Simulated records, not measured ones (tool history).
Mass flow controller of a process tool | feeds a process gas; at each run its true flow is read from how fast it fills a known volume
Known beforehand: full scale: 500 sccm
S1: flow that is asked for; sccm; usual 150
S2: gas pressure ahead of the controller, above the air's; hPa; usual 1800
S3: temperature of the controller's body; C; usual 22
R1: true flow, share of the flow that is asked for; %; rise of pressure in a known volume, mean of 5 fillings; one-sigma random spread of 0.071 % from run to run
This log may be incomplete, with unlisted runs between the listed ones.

{"run": 1, "hour": 0.0, "S1": 150, "S2": 1800, "S3": 22, "R1": 99.48}
{"run": 2, "hour": 392.7, "S1": 150, "S2": 1800, "S3": 22, "R1": 99.23}
{"hour": 689.2, "done": "controller's zero set anew"}
{"run": 3, "hour": 689.6, "S1": 82, "S2": 1800, "S3": 22, "R1": 99.09}
{"run": 4, "hour": 1009.5, "S1": 82, "S2": 1800, "S3": 22, "R1": 99.08}
{"run": 5, "hour": 1477.4, "S1": 150, "S2": 1800, "S3": 22, "R1": 98.94}
{"run": 6, "hour": 1991.9, "S1": 150, "S2": 1800, "S3": 21, "R1": 98.88}
{"run": 7, "hour": 2491.0, "S1": 150, "S2": 1800, "S3": 22, "R1": 98.76}
{"run": 8, "hour": 2961.8, "S1": 150, "S2": 1860, "S3": 22, "R1": 98.66}
{"run": 9, "hour": 3223.6, "S1": 150, "S2": 1860, "S3": 22, "R1": 98.46}
{"run": 10, "hour": 3489.7, "S1": 150, "S2": 1860, "S3": 22, "R1": 98.59}
{"run": 11, "hour": 4062.2, "S1": 150, "S2": 1860, "S3": 22, "R1": 98.34}
{"run": 12, "hour": 4463.0, "S1": 86, "S2": 1800, "S3": 22, "R1": 98.2}
{"run": 13, "hour": 4809.1, "S1": 86, "S2": 1800, "S3": 22, "R1": 98.19}
{"run": 14, "hour": 5279.0, "S1": 166, "S2": 1800, "S3": 21, "R1": 98.13}
{"hour": 5696.7, "done": "controller exchanged for a calibrated one"}
{"run": 15, "hour": 5780.2, "S1": 363, "S2": 1810, "S3": 22, "R1": 98.17}
{"run": 16, "hour": 6125.6, "S1": 363, "S2": 1810, "S3": 22, "R1": 98.24}
{"run": 17, "hour": 6530.3, "S1": 150, "S2": 2140, "S3": 39, "R1": 97.22}
{"run": 18, "hour": 6916.3, "S1": 150, "S2": 1530, "S3": 33, "R1": 97.08}
{"run": 19, "hour": 7313.6, "S1": 67, "S2": 1800, "S3": 25, "R1": 97.4}

Forecast each of these 4 alternatives for the next run:
{"hour": 7737.6, "done": "gauge calibrated"}
{"run": "A", "hour": 7838.9, "S1": 277, "S2": 2450, "S3": 36, "R1": "?"}
{"hour": 7737.6, "done": "gauge calibrated"}
{"run": "B", "hour": 7838.9, "S1": 96, "S2": 2250, "S3": 22, "R1": "?"}
{"hour": 7737.6, "done": "gauge calibrated"}
{"run": "C", "hour": 7838.9, "S1": 150, "S2": 2590, "S3": 22, "R1": "?"}
{"hour": 7737.6, "done": "gauge calibrated"}
{"run": "D", "hour": 7838.9, "S1": 230, "S2": 1800, "S3": 25, "R1": "?"}

run=A R1=99.47
run=B R1=99.46
run=C R1=99.85
run=D R1=99.27
Take away the tool's hidden state, keep each run's random variation, and the runs would have read:
run=A R1=99.50
run=B R1=99.49
run=C R1=99.88
run=D R1=99.30
